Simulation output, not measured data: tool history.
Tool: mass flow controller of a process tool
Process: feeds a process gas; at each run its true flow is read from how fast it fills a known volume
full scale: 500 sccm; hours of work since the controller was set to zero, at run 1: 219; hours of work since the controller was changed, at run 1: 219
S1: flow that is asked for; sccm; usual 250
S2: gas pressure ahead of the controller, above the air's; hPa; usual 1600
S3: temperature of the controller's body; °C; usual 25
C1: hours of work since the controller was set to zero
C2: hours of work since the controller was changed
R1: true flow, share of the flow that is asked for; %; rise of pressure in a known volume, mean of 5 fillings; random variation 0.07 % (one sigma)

Run 1, hour 0.0: usual settings; C1 219; C2 219. Result: R1 98.52 %.
Run 2, hour 113.7: usual settings; C1 282; C2 282. Result: R1 98.44 %.
Run 3, hour 244.0: usual settings; C1 353; C2 353. Result: R1 98.46 %.
Run 4, hour 351.5: usual settings; C1 412; C2 412. Result: R1 98.50 %.
Run 5, hour 455.9: usual settings; C1 469; C2 469. Result: R1 98.43 %.
Run 6, hour 543.7: usual settings; C1 517; C2 517. Result: R1 98.23 %.
Run 7, hour 646.4: usual settings but S2 1650 hPa; C1 573; C2 573. Result: R1 98.22 %.
Run 8, hour 724.2: usual settings but S2 1650 hPa; C1 615; C2 615. Result: R1 98.25 %.
Run 9, hour 817.5: usual settings but S2 1650 hPa; C1 666; C2 666. Result: R1 98.11 %.
Run 10, hour 888.1: usual settings but S2 1650 hPa; C1 705; C2 705. Result: R1 98.17 %.
Run 11, hour 953.6: usual settings but S2 1650 hPa; C1 741; C2 741. Result: R1 98.28 %.
Run 12, hour 1053.1: usual settings; C1 795; C2 795. Result: R1 98.14 %.
Run 13, hour 1142.8: usual settings; C1 844; C2 844. Result: R1 98.12 %.
At hour 1150.9: controller's zero set anew.
Run 14, hour 1269.2: usual settings; C1 65; C2 913. Result: R1 98.11 %.
Run 15, hour 1325.4: usual settings; C1 95; C2 943. Result: R1 98.04 %.
Run 16, hour 1382.6: usual settings; C1 127; C2 975. Result: R1 98.00 %.
Run 17, hour 1462.4: usual settings; C1 170; C2 1018. Result: R1 98.14 %.
Run 18, hour 1534.5: usual settings; C1 210; C2 1058. Result: R1 97.95 %.
Run 19, hour 1642.3: usual settings; C1 269; C2 1117. Result: R1 97.99 %.
At hour 1690.7: controller's zero set anew, once more.
Run 20, hour 1767.1: usual settings; C1 42; C2 1185. Result: R1 98.30 %.
Run 21, hour 1873.9: usual settings; C1 100; C2 1243. Result: R1 98.24 %.
Run 22, hour 1979.2: usual settings; C1 158; C2 1300. Result: R1 98.25 %.
Run 23, hour 2080.1: usual settings but S2 1880 hPa; C1 213; C2 1356. Result: R1 97.97 %.
Run 24, hour 2136.7: usual settings but S1 54 sccm, S2 1880 hPa; C1 244; C2 1386. Result: R1 96.35 %.
Run 25, hour 2200.4: usual settings but S1 70 sccm, S2 2450 hPa, S3 21 °C; C1 278; C2 1421. Result: R1 96.29 %.
Run 26, hour 2331.3: usual settings but S1 70 sccm, S2 2450 hPa, S3 21 °C; C1 350; C2 1493. Result: R1 96.09 %.
Run 27, hour 2447.8: usual settings but S2 2610 hPa; C1 414; C2 1556. Result: R1 97.43 %.
Run 28, hour 2561.2: usual settings but S2 2610 hPa; C1 476; C2 1618. Result: R1 97.24 %.
Run 29, hour 2646.6: usual settings but S2 2610 hPa; C1 522; C2 1665. Result: R1 97.17 %.
Run 30, hour 2712.0: usual settings but S1 149 sccm, S2 1500 hPa, S3 24 °C; C1 558; C2 1701. Result: R1 97.23 %.
Run 31, hour 2808.1: usual settings but S1 149 sccm, S2 1500 hPa, S3 24 °C; C1 611; C2 1753. Result: R1 97.39 %.
Run 32, hour 2875.0: usual settings but S1 149 sccm, S2 1500 hPa, S3 24 °C; C1 647; C2 1790. Result: R1 97.30 %.
Run 33, hour 2955.1: usual settings but S3 31 °C; C1 691; C2 1834. Result: R1 97.71 %.
Run 34, hour 3089.6: usual settings but S2 2780 hPa, S3 27 °C; C1 764; C2 1907. Result: R1 96.85 %.
Run 35, hour 3218.2: usual settings but S2 2780 hPa, S3 27 °C; C1 835; C2 1977. Result: R1 96.97 %.
Run 36, hour 3336.0: usual settings but S1 76 sccm, S2 2650 hPa, S3 27 °C; C1 899; C2 2042. Result: R1 95.16 %.
Run 37, hour 3469.0: usual settings but S1 76 sccm, S2 2650 hPa, S3 27 °C; C1 972; C2 2114. Result: R1 95.08 %.
Run 38, hour 3527.2: usual settings but S2 1920 hPa, S3 35 °C; C1 1004; C2 2146. Result: R1 97.24 %.
Run 39, hour 3582.1: usual settings but S1 51 sccm, S2 1580 hPa, S3 31 °C; C1 1033; C2 2176. Result: R1 94.92 %.
Run 40, hour 3704.7: usual settings but S1 52 sccm, S2 1640 hPa, S3 35 °C; C1 1101; C2 2243. Result: R1 94.74 %.
Run 41, hour 3809.2: usual settings but S1 61 sccm, S2 1430 hPa; C1 1158; C2 2300. Result: R1 95.30 %.
Run 42, hour 3909.0: usual settings but S1 106 sccm, S2 2780 hPa, S3 37 °C; C1 1212; C2 2355. Result: R1 94.90 %.
Run 43, hour 4002.4: usual settings but S1 106 sccm, S2 2780 hPa, S3 21 °C; C1 1263; C2 2406. Result: R1 95.38 %.
Run 44, hour 4059.9: usual settings but S1 66 sccm, S3 26 °C; C1 1295; C2 2437. Result: R1 95.32 %.
Run 45, hour 4187.7: usual settings but S1 66 sccm, S3 26 °C; C1 1364; C2 2507. Result: R1 95.03 %.
Run 46, hour 4299.7: usual settings but S1 477 sccm, S3 31 °C; C1 1426; C2 2568. Result: R1 98.69 %.
Run 47, hour 4371.0: usual settings but S1 477 sccm, S3 31 °C; C1 1465; C2 2607. Result: R1 98.79 %.
Run 48, hour 4471.2: usual settings but S2 1690 hPa, S3 22 °C; C1 1519; C2 2662. Result: R1 97.39 %.

Some steps in R1 between neighbouring runs. How much of each would the tool show without its hidden state too (settings, what came in, random variation), and how much is left for the hidden state, with any gauge scatter that isn't in both results?
The hidden state here: flow at rest that the sensor doesn't see, % of full scale; true flow over the shown one, %; drift of the gauge itself on true_pct, %.
Run 35 -> 36: S1 250 -> 76, S2 2780 -> 2650. R1 -1.81 %: hidden state -0.88, all else -0.93.
Run 37 -> 38: S1 76 -> 250, S2 2650 -> 1920, S3 27 -> 35. R1 +2.16 %: hidden state +0.86, all else +1.30.
Run 38 -> 39: S1 250 -> 51, S2 1920 -> 1580, S3 35 -> 31. R1 -2.32 %: hidden state -1.60, all else -0.72.
Run 45 -> 46: S1 66 -> 477, S3 26 -> 31. R1 +3.66 %: hidden state +1.61, all else +2.05.
